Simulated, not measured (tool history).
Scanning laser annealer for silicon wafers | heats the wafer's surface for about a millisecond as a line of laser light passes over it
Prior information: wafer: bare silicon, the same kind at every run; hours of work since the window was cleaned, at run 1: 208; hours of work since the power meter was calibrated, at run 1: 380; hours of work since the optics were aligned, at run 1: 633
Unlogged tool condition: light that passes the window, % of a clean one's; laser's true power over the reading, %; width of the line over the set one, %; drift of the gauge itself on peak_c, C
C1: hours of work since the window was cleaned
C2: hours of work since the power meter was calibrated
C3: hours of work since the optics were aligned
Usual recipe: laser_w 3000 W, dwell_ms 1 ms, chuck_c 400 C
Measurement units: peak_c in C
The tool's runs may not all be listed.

{"run": 1, "hour": 0.0, "laser_w": 3000, "dwell_ms": 1, "chuck_c": 400, "C1": 208, "C2": 380, "C3": 633, "peak_c": 1224}
{"run": 2, "hour": 11.1, "laser_w": 3000, "dwell_ms": 0.94, "chuck_c": 400, "C1": 215, "C2": 387, "C3": 640, "peak_c": 1197}
{"run": 3, "hour": 33.3, "laser_w": 3000, "dwell_ms": 0.94, "chuck_c": 400, "C1": 229, "C2": 401, "C3": 654, "peak_c": 1196}
{"run": 4, "hour": 45.2, "laser_w": 3000, "dwell_ms": 0.94, "chuck_c": 400, "C1": 237, "C2": 409, "C3": 662, "peak_c": 1194}
{"run": 5, "hour": 59.2, "laser_w": 3000, "dwell_ms": 1, "chuck_c": 400, "C1": 246, "C2": 418, "C3": 670, "peak_c": 1220}
{"run": 6, "hour": 75.4, "laser_w": 3000, "dwell_ms": 1, "chuck_c": 400, "C1": 256, "C2": 428, "C3": 681, "peak_c": 1218}
{"run": 7, "hour": 86.3, "laser_w": 3000, "dwell_ms": 1, "chuck_c": 400, "C1": 263, "C2": 435, "C3": 687, "peak_c": 1218}
{"run": 8, "hour": 107.3, "laser_w": 3000, "dwell_ms": 1, "chuck_c": 395, "C1": 276, "C2": 448, "C3": 701, "peak_c": 1213}
{"run": 9, "hour": 131.7, "laser_w": 3000, "dwell_ms": 1, "chuck_c": 395, "C1": 291, "C2": 463, "C3": 716, "peak_c": 1214}
{"run": 10, "hour": 145.3, "laser_w": 3000, "dwell_ms": 1, "chuck_c": 395, "C1": 300, "C2": 472, "C3": 724, "peak_c": 1210}
{"run": 11, "hour": 158.0, "laser_w": 2920, "dwell_ms": 0.79, "chuck_c": 432, "C1": 308, "C2": 480, "C3": 732, "peak_c": 1131}
{"run": 12, "hour": 175.8, "laser_w": 2920, "dwell_ms": 0.79, "chuck_c": 432, "C1": 319, "C2": 491, "C3": 743, "peak_c": 1129}
{"run": 13, "hour": 196.7, "laser_w": 2995, "dwell_ms": 0.89, "chuck_c": 368, "C1": 332, "C2": 504, "C3": 757, "peak_c": 1133}
{"run": 14, "hour": 222.1, "laser_w": 2995, "dwell_ms": 0.89, "chuck_c": 368, "C1": 348, "C2": 520, "C3": 773, "peak_c": 1127}
{"run": 15, "hour": 243.5, "laser_w": 2995, "dwell_ms": 0.89, "chuck_c": 368, "C1": 361, "C2": 533, "C3": 786, "peak_c": 1128}
{"run": 16, "hour": 257.2, "laser_w": 3000, "dwell_ms": 0.93, "chuck_c": 426, "C1": 370, "C2": 542, "C3": 795, "peak_c": 1205}
{"run": 17, "hour": 268.4, "laser_w": 3000, "dwell_ms": 0.81, "chuck_c": 378, "C1": 377, "C2": 549, "C3": 802, "peak_c": 1101}

What will run 18 give?
{"run": 18, "hour": 283.2, "laser_w": 3193, "dwell_ms": 0.88, "chuck_c": 402, "C1": 386, "C2": 558, "C3": 811, "peak_c": "?"}

Logged for run 18: peak_c 1214 C.
Had the tool carried no hidden state, the very same run would have given peak_c 1251 C.
